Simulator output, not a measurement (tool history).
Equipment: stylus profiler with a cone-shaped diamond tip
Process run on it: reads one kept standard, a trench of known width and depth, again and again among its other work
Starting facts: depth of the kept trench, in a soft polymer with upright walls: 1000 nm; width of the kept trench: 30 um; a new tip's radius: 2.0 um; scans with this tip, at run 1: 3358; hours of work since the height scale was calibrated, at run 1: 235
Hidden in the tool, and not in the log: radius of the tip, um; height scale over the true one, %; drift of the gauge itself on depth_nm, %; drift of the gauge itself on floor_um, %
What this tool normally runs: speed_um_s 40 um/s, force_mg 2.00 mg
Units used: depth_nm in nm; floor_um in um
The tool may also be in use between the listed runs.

run   hour  speed_um_s  force_mg  scans with this tip  hours of work since the height scale was calibrated  depth_nm  floor_um
  1    0.0          40      2.00                 3358                                                  235   1009.45     25.52
  2   23.1          40      2.00                 3502                                                  245   1009.23     25.43
  3   45.7          40      2.00                 3643                                                  255   1009.44     25.41
  4   59.8          40      2.00                 3731                                                  261   1009.51     25.43
  5   69.9          40      2.00                 3795                                                  265   1009.53     25.37
  6   83.1          40      2.00                 3878                                                  271   1009.38     25.38
  7   93.2          40      5.48                 3940                                                  276   1017.76     25.52
  8  106.8          14      2.00                 4026                                                  282   1009.80     25.57
  9  124.0          14      2.00                 4133                                                  289   1009.11     25.49
 10  145.7          14      2.00                 4269                                                  299   1009.31     25.48
 11  161.7          14      2.00                 4369                                                  306   1009.84     25.47
 12  176.7          28      2.00                 4463                                                  312   1009.91     25.37
 13  192.4          40      2.00                 4561                                                  319   1009.66     25.31
 14  209.0          40      2.00                 4665                                                  326   1009.28     25.20
 15  229.8          40      2.00                 4795                                                  335   1009.86     25.21
 16  242.6          40      2.00                 4875                                                  341   1009.42     25.18
 17  259.6          40      5.76                 4981                                                  349   1018.62     25.26
 18  282.2          40      5.76                 5123                                                  358   1017.94     25.21
 19  297.8          40      0.69                 5220                                                  365   1005.23     24.95
 20  310.2          40      0.69                 5297                                                  371   1005.52     25.00
 21  329.8          40      2.00                 5420                                                  379   1009.62     25.08
 22  342.1          40      2.25                 5497                                                  385   1010.66     25.11
 23  360.7          40      2.25                 5613                                                  393   1010.65     25.04
 24  378.5          39      2.39                 5724                                                  401   1011.29     25.04
 25  391.7          11      1.10                 5807                                                  406   1007.10     25.20
 26  402.5          13      4.59                 5875                                                  411   1016.17     25.21
 27  423.0          13      4.59                 6003                                                  420   1016.23     25.21
 28  443.8          15      3.77                 6133                                                  429   1014.68     25.10
 29  463.1          15      3.77                 6254                                                  438   1014.62     25.11
 30  478.3          75      2.08                 6349                                                  444   1010.84     24.70
 31  489.4          75      2.08                 6418                                                  449   1010.15     24.75
 32  508.4          71      4.32                 6537                                                  457   1015.83     24.81
 33  525.6          12      2.65                 6645                                                  465   1011.84     25.02
 34  548.0          12      2.65                 6785                                                  475   1011.40     25.04
 35  570.1          12      2.65                 6923                                                  484   1011.91     24.97
 36  585.6          22      2.66                 7020                                                  491   1012.19     24.91
 37  608.8          11      1.24                 7165                                                  501   1007.93     24.90
 38  631.3          12      1.90                 7306                                                  511   1010.08     24.86
 39  647.7          19      1.22                 7408                                                  518   1008.25     24.77
 40  669.8          13      2.00                 7546                                                  528   1010.53     24.80
 41  680.8          89      1.51                 7615                                                  533   1008.96     24.34
 42  702.0          70      2.00                 7748                                                  542   1010.05     24.51
 43  718.7          17      5.35                 7852                                                  549   1018.18     24.77
 44  738.0          17      5.35                 7973                                                  558   1018.15     24.79
 45  749.2          24      3.58                 8043                                                  563   1014.76     24.72
 46  767.7          44      5.72                 8159                                                  571   1019.35     24.68

Per-run results on a tool with no hidden state, each run keeping its own random variation:
run  depth_nm  floor_um
  1   1008.74     26.31
  2   1008.49     26.25
  3   1008.67     26.26
  4   1008.71     26.29
  5   1008.71     26.25
  6   1008.54     26.28
  7   1016.89     26.43
  8   1008.93     26.50
  9   1008.21     26.44
 10   1008.38     26.46
 11   1008.88     26.46
 12   1008.93     26.39
 13   1008.66     26.35
 14   1008.25     26.25
 15   1008.80     26.29
 16   1008.34     26.28
 17   1017.50     26.38
 18   1016.79     26.36
 19   1004.07     26.12
 20   1004.34     26.18
 21   1008.40     26.28
 22   1009.43     26.34
 23   1009.38     26.29
 24   1010.00     26.31
 25   1005.80     26.49
 26   1014.84     26.51
 27   1014.86     26.53
 28   1013.29     26.44
 29   1013.20     26.48
 30   1009.40     26.08
 31   1008.69     26.15
 32   1014.33     26.23
 33   1010.33     26.45
 34   1009.85     26.50
 35   1010.33     26.46
 36   1010.58     26.41
 37   1006.30     26.43
 38   1008.42     26.43
 39   1006.56     26.35
 40   1008.80     26.40
 41   1007.22     25.95
 42   1008.28     26.15
 43   1016.37     26.43
 44   1016.31     26.47
 45   1012.91     26.41
 46   1017.46     26.40

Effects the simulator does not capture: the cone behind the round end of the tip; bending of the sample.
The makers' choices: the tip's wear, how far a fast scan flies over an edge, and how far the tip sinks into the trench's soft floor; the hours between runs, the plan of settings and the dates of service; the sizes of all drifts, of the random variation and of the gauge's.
